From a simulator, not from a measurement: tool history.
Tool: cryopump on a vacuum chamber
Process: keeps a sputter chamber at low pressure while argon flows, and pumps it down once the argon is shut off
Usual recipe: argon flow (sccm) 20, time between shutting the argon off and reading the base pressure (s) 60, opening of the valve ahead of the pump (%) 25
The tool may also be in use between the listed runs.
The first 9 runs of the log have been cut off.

run    hour  argon flow (sccm)  time between shutting the argon off and reading the base pressure (s)  opening of the valve ahead of the pump (%)  hours of work since the pump was warmed up and emptied  hours of work since the cold head was overhauled  hours of work since the chamber's fittings were tightened  pressure while argon flows (Pa)  pressure after the wait (uPa)
 10   533.8                 19                                                                     60                                          27                                                     626                                              2431                                                       1063                           0.0521                           0.98
 11   578.8                 19                                                                     60                                          27                                                     658                                              2464                                                       1096                           0.0521                           0.99
 12   615.1                 34                                                                     60                                          27                                                     685                                              2490                                                       1123                           0.0937                           0.97
 13   686.5                 34                                                                     60                                          27                                                     737                                              2542                                                       1175                           0.0945                           1.05
 14   735.3                 20                                                                     60                                          25                                                     773                                              2578                                                       1210                           0.0595                           1.04
 15   787.1                 20                                                                     60                                          25                                                     810                                              2616                                                       1248                           0.0601                           1.04
 16   823.7                 20                                                                     35                                          25                                                     837                                              2642                                                       1275                           0.0602                           1.40
 17   861.3                 20                                                                     35                                          25                                                     864                                              2670                                                       1302                           0.0596                           1.40
      900.6  -- pump warmed up, emptied and cooled again
 18   904.3                 20                                                                     50                                          25                                                       3                                              2697                                                       1330                           0.0578                           1.11
 19   947.8                 20                                                                     50                                          25                                                      34                                              2729                                                       1362                           0.0585                           1.12
 20  1017.0                 13                                                                     27                                          47                                                      85                                              2779                                                       1412                           0.0202                           1.62
 21  1072.0                 20                                                                     40                                          25                                                     125                                              2820                                                       1452                           0.0583                           1.25
 22  1138.1                 35                                                                     23                                          33                                                     173                                              2868                                                       1500                           0.0774                           1.81
 23  1179.6                  9                                                                     23                                          51                                                     203                                              2898                                                       1531                           0.0133                           1.84
 24  1222.8                 20                                                                     49                                          30                                                     235                                              2929                                                       1562                           0.0492                           1.20
 25  1276.2                 20                                                                     49                                          30                                                     274                                              2968                                                       1601                           0.0488                           1.23
 26  1309.2                 20                                                                    100                                          28                                                     298                                              2992                                                       1625                           0.0520                           0.97
 27  1384.1                 37                                                                     60                                          24                                                     352                                              3047                                                       1680                           0.1130                           1.17
 28  1454.6                 12                                                                    154                                          25                                                     404                                              3098                                                       1731                           0.0357                           0.93
 29  1523.3                 12                                                                    154                                          25                                                     454                                              3149                                                       1781                           0.0348                           1.02
     1578.6  -- leaking fittings of the chamber tightened, without venting
 30  1587.8                 10                                                                    168                                          25                                                     500                                              3194                                                          7                           0.0292                           0.30
 31  1638.5                 25                                                                     60                                          44                                                     536                                              3231                                                         44                           0.0435                           0.60
 32  1710.3                 14                                                                     85                                          25                                                     589                                              3283                                                         96                           0.0419                           0.53
 33  1752.6                 25                                                                     27                                          25                                                     620                                              3314                                                        127                           0.0750                           1.14

Here are 4 independent what-if runs from the current tool condition. What would each one return?
  A  1818.7                 25                                                                     27                                          41                                                     668                                              3362                                                        175                                ?                              ?
  B  1818.7                 14                                                                    209                                          20                                                     668                                              3362                                                        175                                ?                              ?
  C  1818.7                 11                                                                     27                                          35                                                     668                                              3362                                                        175                                ?                              ?
  D  1818.7                 20                                                                     21                                          54                                                     668                                              3362                                                        175                                ?                              ?

run  pressure while argon flows (Pa)  pressure after the wait (uPa)
  A                           0.0469                           1.15
  B                           0.0519                           0.40
  C                           0.0237                           1.12
  D                           0.0291                           1.42
What these runs would have given with no unlogged condition in the tool:
run  pressure while argon flows (Pa)  pressure after the wait (uPa)
  A                           0.0437                           1.04
  B                           0.0501                           0.29
  C                           0.0223                           1.01
  D                           0.0265                           1.32

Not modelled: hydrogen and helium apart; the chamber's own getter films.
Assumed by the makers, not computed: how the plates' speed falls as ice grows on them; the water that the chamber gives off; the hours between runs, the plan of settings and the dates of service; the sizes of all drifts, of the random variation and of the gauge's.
